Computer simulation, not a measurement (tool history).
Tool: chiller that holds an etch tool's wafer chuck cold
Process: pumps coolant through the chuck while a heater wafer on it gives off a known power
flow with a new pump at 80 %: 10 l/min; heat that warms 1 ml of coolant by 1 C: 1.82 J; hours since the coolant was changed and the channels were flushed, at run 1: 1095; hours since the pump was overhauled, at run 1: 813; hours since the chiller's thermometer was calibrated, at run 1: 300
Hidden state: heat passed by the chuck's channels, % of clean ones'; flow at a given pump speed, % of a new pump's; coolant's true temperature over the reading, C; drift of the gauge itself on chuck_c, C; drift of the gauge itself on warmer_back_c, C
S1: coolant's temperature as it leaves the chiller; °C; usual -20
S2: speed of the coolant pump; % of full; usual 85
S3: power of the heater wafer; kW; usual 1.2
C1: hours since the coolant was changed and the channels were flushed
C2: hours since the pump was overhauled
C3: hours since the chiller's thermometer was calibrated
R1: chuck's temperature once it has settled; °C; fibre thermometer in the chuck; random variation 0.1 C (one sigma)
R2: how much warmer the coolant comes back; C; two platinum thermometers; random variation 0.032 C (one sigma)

run	hour	S1	S2	S3	C1	C2	C3	R1	R2
1	0	-20	85	1.2	1095	813	300	-12.3	3.74
2	34.2	-20	85	1.2	1129	848	335	-12.3	3.75
3	80.1	-20	85	1.2	1175	893	380	-12.2	3.78
4	106.4	-20	85	1.2	1202	920	407	-12.3	3.81
5	157.3	-20	85	1.2	1252	971	458	-12.2	3.81
6	205.9	-20	85	1.603	1301	1019	506	-9.7	5.04
7	235.6	-20	85	1.603	1331	1049	536	-9.7	5.06
8	283.9	-20	85	1.603	1379	1097	584	-9.7	5.08
9	320.6	-20	85	1.603	1416	1134	621	-9.6	5.03
10	359.4	-20	85	1.603	1454	1173	660	-9.7	5.06
11	392.2	-20	85	1.603	1487	1206	693	-9.6	5.12
12	438	-20	85	1.603	1533	1251	738	-9.5	4.99
13	466.9	-20	85	1.603	1562	1280	767	-9.6	5.05
14	488.7	-20	63	1.2	1584	1302	789	-10.4	5.14
15	536	-20	63	1.732	1631	1349	836	-6.1	7.4

The next listed run, before its measurement:
16	569.9	-20	63	1.732	1665	1383	870	?	?

{"run 16": {"R1": -6.4, "R2": 7.26}}
Without the tool's hidden state the same run would have given R1 -6.8 °C, R2 7.13 C.

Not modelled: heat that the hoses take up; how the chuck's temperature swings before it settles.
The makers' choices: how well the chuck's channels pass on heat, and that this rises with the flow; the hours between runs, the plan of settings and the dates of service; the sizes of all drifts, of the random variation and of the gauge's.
